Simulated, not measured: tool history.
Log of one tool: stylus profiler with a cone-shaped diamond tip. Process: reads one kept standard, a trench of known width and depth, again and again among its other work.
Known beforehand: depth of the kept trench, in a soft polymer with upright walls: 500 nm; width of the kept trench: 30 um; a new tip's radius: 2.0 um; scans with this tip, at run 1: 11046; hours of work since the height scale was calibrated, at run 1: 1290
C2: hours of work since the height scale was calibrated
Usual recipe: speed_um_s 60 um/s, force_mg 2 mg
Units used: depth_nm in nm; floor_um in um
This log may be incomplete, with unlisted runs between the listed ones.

Run 1, hour 0: usual settings; scans with this tip 11046; C2 1290. Result: depth_nm 503.48 nm, floor_um 25.98 um.
Run 2, hour 50.6: usual settings; scans with this tip 11374; C2 1328. Result: depth_nm 503.76 nm, floor_um 25.95 um.
Run 3, hour 97.6: usual settings but force_mg 0.87 mg; scans with this tip 11678; C2 1363. Result: depth_nm 501.34 nm, floor_um 25.79 um.
Run 4, hour 131.3: usual settings but speed_um_s 134 um/s; scans with this tip 11897; C2 1389. Result: depth_nm 503.39 nm, floor_um 25.52 um.
Run 5, hour 181.6: usual settings but speed_um_s 134 um/s; scans with this tip 12223; C2 1427. Result: depth_nm 503.37 nm, floor_um 25.6 um.
Run 6, hour 245: usual settings but speed_um_s 134 um/s; scans with this tip 12633; C2 1475. Result: depth_nm 503.18 nm, floor_um 25.52 um.
Run 7, hour 295.9: usual settings but speed_um_s 117 um/s, force_mg 3.17 mg; scans with this tip 12963; C2 1513. Result: depth_nm 505.02 nm, floor_um 25.64 um.
At hour 302.5: height scale calibrated on a step standard.
Run 8, hour 357.5: usual settings but speed_um_s 54 um/s, force_mg 3.17 mg; scans with this tip 13359; C2 42. Result: depth_nm 504.32 nm, floor_um 25.84 um.
Run 9, hour 393.1: usual settings but speed_um_s 26 um/s, force_mg 4.77 mg; scans with this tip 13590; C2 69. Result: depth_nm 506.31 nm, floor_um 25.98 um.
Run 10, hour 444.6: usual settings but speed_um_s 158 um/s, force_mg 5.73 mg; scans with this tip 13924; C2 108. Result: depth_nm 507.21 nm, floor_um 25.54 um.

Below are 5 alternative next runs, each starting from the tool's condition after run 10. Predict each:
Run A, hour 509.8: usual settings but speed_um_s 92 um/s, force_mg 4.16 mg; scans with this tip 14347; C2 157. Result: depth_nm ?, floor_um ?.
Run B, hour 509.8: usual settings but speed_um_s 27 um/s, force_mg 5.73 mg; scans with this tip 14347; C2 157. Result: depth_nm ?, floor_um ?.
Run C, hour 509.8: usual settings but speed_um_s 23 um/s, force_mg 0.7 mg; scans with this tip 14347; C2 157. Result: depth_nm ?, floor_um ?.
Run D, hour 509.8: usual settings but speed_um_s 208 um/s, force_mg 3.2 mg; scans with this tip 14347; C2 157. Result: depth_nm ?, floor_um ?.
Run E, hour 509.8: usual settings but speed_um_s 158 um/s, force_mg 1.14 mg; scans with this tip 14347; C2 157. Result: depth_nm ?, floor_um ?.

run  depth_nm  floor_um
  A    505.38     25.71
  B    507.37     25.93
  C    500.33     25.77
  D    504.44     25.26
  E    501.53     25.06
With no hidden state in the tool, these same runs would have given:
run  depth_nm  floor_um
  A    506.92     27.09
  B    508.91     27.31
  C    501.85     27.16
  D    505.98     26.65
  E    503.06     26.44
